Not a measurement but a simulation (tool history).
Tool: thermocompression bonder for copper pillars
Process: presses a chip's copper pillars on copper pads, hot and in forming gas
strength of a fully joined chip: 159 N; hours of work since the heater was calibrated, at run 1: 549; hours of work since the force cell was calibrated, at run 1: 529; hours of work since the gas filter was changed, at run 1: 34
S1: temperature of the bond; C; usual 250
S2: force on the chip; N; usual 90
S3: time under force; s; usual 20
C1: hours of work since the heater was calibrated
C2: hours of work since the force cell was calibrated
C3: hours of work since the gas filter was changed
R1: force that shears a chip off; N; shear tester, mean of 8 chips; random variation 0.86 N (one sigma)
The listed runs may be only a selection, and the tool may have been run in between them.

Run 1, hour 0: usual settings; C1 549; C2 529; C3 34. Result: R1 69.5 N.
Run 2, hour 13.3: usual settings; C1 560; C2 539; C3 44. Result: R1 67.6 N.
Run 3, hour 30.1: usual settings; C1 573; C2 552; C3 57. Result: R1 68.9 N.
Run 4, hour 39.6: usual settings; C1 580; C2 560; C3 64. Result: R1 67.5 N.
Run 5, hour 54.3: usual settings; C1 591; C2 571; C3 76. Result: R1 68.3 N.
At hour 57.6: heater calibrated with a thermocouple chip.
Run 6, hour 70.7: usual settings; C1 10; C2 582; C3 87. Result: R1 65.5 N.
Run 7, hour 83.5: usual settings but S1 235 C, S3 21 s; C1 20; C2 592; C3 97. Result: R1 54 N.
Run 8, hour 103: usual settings but S1 234 C, S2 101 N, S3 26 s; C1 35; C2 607; C3 112. Result: R1 62.7 N.
Run 9, hour 122: usual settings but S1 234 C, S2 101 N, S3 26 s; C1 50; C2 622; C3 126. Result: R1 61.6 N.
Run 10, hour 136.7: usual settings but S1 235 C, S2 70 N, S3 24 s; C1 61; C2 633; C3 138. Result: R1 46.7 N.
Run 11, hour 151.1: usual settings but S1 235 C, S3 28 s; C1 72; C2 644; C3 149. Result: R1 60.9 N.
Run 12, hour 163.4: usual settings but S1 235 C, S2 108 N, S3 28 s; C1 82; C2 654; C3 158. Result: R1 67.1 N.

For some of the steps in R1 from one run to the next: how much would appear even if the tool had no hidden state, given the settings, what came in and random variation, and how much remains for the hidden state plus any gauge scatter that the measured result and the result without hidden state don't share?
Hidden state present: true temperature of the bond over the reading, C; force that reaches the chip, % of what is set; oxide that the forming gas leaves, % of the face; drift of the gauge itself on shear_n, %.
Run 9 -> 10: S1 234 -> 235, S2 101 -> 70, S3 26 -> 24. R1 -14.9 N: hidden state +0.7, all else -15.6.
Run 10 -> 11: S2 70 -> 90, S3 24 -> 28. R1 +14.2 N: hidden state -1.4, all else +15.6.
